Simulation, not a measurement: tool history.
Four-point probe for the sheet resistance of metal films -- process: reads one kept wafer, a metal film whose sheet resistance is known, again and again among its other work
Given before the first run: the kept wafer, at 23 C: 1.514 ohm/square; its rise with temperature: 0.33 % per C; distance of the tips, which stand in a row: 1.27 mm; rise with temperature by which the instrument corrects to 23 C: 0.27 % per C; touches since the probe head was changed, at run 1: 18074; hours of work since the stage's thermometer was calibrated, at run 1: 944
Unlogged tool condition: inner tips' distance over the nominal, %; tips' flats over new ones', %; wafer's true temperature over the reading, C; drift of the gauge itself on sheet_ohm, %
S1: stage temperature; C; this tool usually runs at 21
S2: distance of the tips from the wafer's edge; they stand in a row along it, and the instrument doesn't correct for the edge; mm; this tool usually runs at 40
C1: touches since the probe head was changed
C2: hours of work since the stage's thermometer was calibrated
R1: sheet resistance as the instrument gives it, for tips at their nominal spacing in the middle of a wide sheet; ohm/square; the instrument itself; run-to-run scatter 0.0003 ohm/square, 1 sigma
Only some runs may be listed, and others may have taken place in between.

| run | hour | S1 | S2 | C1 | C2 | R1 |
|---|---|---|---|---|---|---|
| 1 | 0.0 | 21 | 40 | 18074 | 944 | 1.516675 |
| 2 | 34.0 | 21 | 11 | 19517 | 963 | 1.527240 |
| 3 | 64.6 | 21 | 40 | 20820 | 980 | 1.517058 |
| 4 | 102.7 | 21 | 40 | 22438 | 1001 | 1.517996 |
| 5 | 137.5 | 29 | 40 | 23915 | 1020 | 1.524862 |
| 6 | 171.7 | 21 | 19 | 25364 | 1040 | 1.520641 |
| 7 | 227.5 | 21 | 19 | 27736 | 1071 | 1.521143 |
| 8 | 289.1 | 21 | 19 | 30353 | 1105 | 1.521220 |
| 9 | 339.3 | 21 | 19 | 32483 | 1133 | 1.522284 |
| 10 | 398.0 | 21 | 19 | 34977 | 1166 | 1.522010 |
| 11 | 457.6 | 21 | 17 | 37507 | 1200 | 1.523130 |
| 12 | 510.3 | 21 | 17 | 39745 | 1229 | 1.524096 |
| 13 | 571.5 | 25 | 40 | 42346 | 1263 | 1.524056 |
| 14 | 619.8 | 25 | 40 | 44399 | 1290 | 1.524129 |
| 15 | 653.8 | 25 | 40 | 45842 | 1309 | 1.524476 |
| 16 | 712.3 | 18 | 10 | 48327 | 1342 | 1.530443 |
| 17 | 766.2 | 18 | 10 | 50615 | 1372 | 1.530757 |
| 18 | 818.4 | 21 | 3 | 52831 | 1401 | 1.653243 |
| 19 | 882.0 | 31 | 40 | 55532 | 1437 | 1.531461 |
| 20 | 945.5 | 24 | 25 | 58228 | 1472 | 1.526584 |
| 21 | 1005.8 | 24 | 25 | 60791 | 1506 | 1.526588 |
| 22 | 1057.3 | 21 | 7 | 62977 | 1535 | 1.549221 |
| 23 | 1122.0 | 24 | 40 | 65726 | 1571 | 1.526267 |
| 24 | 1159.5 | 25 | 66 | 67321 | 1592 | 1.527137 |
| 25 | 1200.5 | 25 | 66 | 69059 | 1615 | 1.527246 |
| 26 | 1240.0 | 25 | 66 | 70736 | 1637 | 1.527405 |
| 27 | 1285.5 | 25 | 66 | 72671 | 1663 | 1.527462 |
| 28 | 1332.0 | 18 | 14 | 74645 | 1689 | 1.527854 |

Each row is a separate what-if for the run after 28, all from the same tool condition, not one after another. Results?
| A | 1367.6 | 21 | 7 | 76155 | 1709 | ? |
| B | 1367.6 | 34 | 14 | 76155 | 1709 | ? |
| C | 1367.6 | 24 | 40 | 76155 | 1709 | ? |
| D | 1367.6 | 28 | 40 | 76155 | 1709 | ? |
| E | 1367.6 | 20 | 65 | 76155 | 1709 | ? |

| run | R1 |
|---|---|
| A | 1.550438 |
| B | 1.543305 |
| C | 1.528121 |
| D | 1.531712 |
| E | 1.523453 |
What these runs would have given with no unlogged condition in the tool:
| run | R1 |
|---|---|
| A | 1.538192 |
| B | 1.530963 |
| C | 1.515999 |
| D | 1.519519 |
| E | 1.511410 |

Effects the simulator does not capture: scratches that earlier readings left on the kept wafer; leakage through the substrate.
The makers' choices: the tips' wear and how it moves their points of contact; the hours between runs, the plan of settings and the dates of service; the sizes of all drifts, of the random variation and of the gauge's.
